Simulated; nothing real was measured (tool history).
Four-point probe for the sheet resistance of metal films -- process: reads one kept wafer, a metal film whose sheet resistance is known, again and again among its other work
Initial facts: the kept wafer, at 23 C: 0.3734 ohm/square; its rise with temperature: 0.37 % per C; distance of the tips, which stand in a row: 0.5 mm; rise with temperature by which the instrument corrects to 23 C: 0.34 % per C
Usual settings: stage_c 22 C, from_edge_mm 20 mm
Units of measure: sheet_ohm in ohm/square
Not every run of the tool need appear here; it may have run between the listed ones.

run,day,stage_c,from_edge_mm,sheet_ohm
1,0,22,20,0.375085
2,1.025,22,20,0.375129
3,1.575,27,20,0.375843
4,2.871,22,20,0.375275
5,3.846,22,20,0.375292
6,5.062,25,20,0.375621
7,5.946,26,20,0.375756
8,6.483,22,37,0.375198
9,7.583,22,37,0.375234
10,8.417,22,37,0.375402
11,9.621,22,32,0.375415
12,10.85,22,32,0.375395
13,11.675,22,32,0.375425
14,12.242,18,20,0.375093
15,12.983,22,20,0.375572
16,13.879,22,20,0.375486
17,14.621,22,20,0.375673
18,15.383,22,15,0.375662
19,16.371,32,20,0.376724
20,17.188,32,20,0.376863
21,18.342,32,20,0.376845
22,19.654,20,20,0.375498
23,20.667,26,6,0.377573
24,21.525,23,68,0.375677
25,22.467,26,41,0.376142
26,23.392,18,14,0.375574
27,24.554,22,7,0.376764
28,25.312,23,52,0.37585
29,25.854,33,16,0.377307
30,26.654,25,4,0.379352
31,27.871,25,4,0.379335
32,28.688,25,4,0.379368
33,29.379,20,20,0.375771
34,30.533,21,8,0.376578
35,31.688,24,7,0.377364
36,32.296,24,22,0.37632
37,33.471,20,3,0.381385
38,34.604,20,3,0.381421
39,35.433,29,6,0.378397
40,36.421,29,6,0.378305
41,37.354,22,13,0.376544
42,38.058,22,13,0.376489
43,39.304,22,13,0.376472
44,40.283,22,6,0.377635

Predict each of these 3 candidate next runs independently; none follows another, all start after run 44:
A,41.383,22,5,?
B,41.383,24,7,?
C,41.383,22,16,?

run,sheet_ohm
A,0.378331
B,0.37752
C,0.376356
With the hidden condition removed and each run's random variation left untouched, the same runs would have given:
run,sheet_ohm
A,0.375309
B,0.374507
C,0.373349
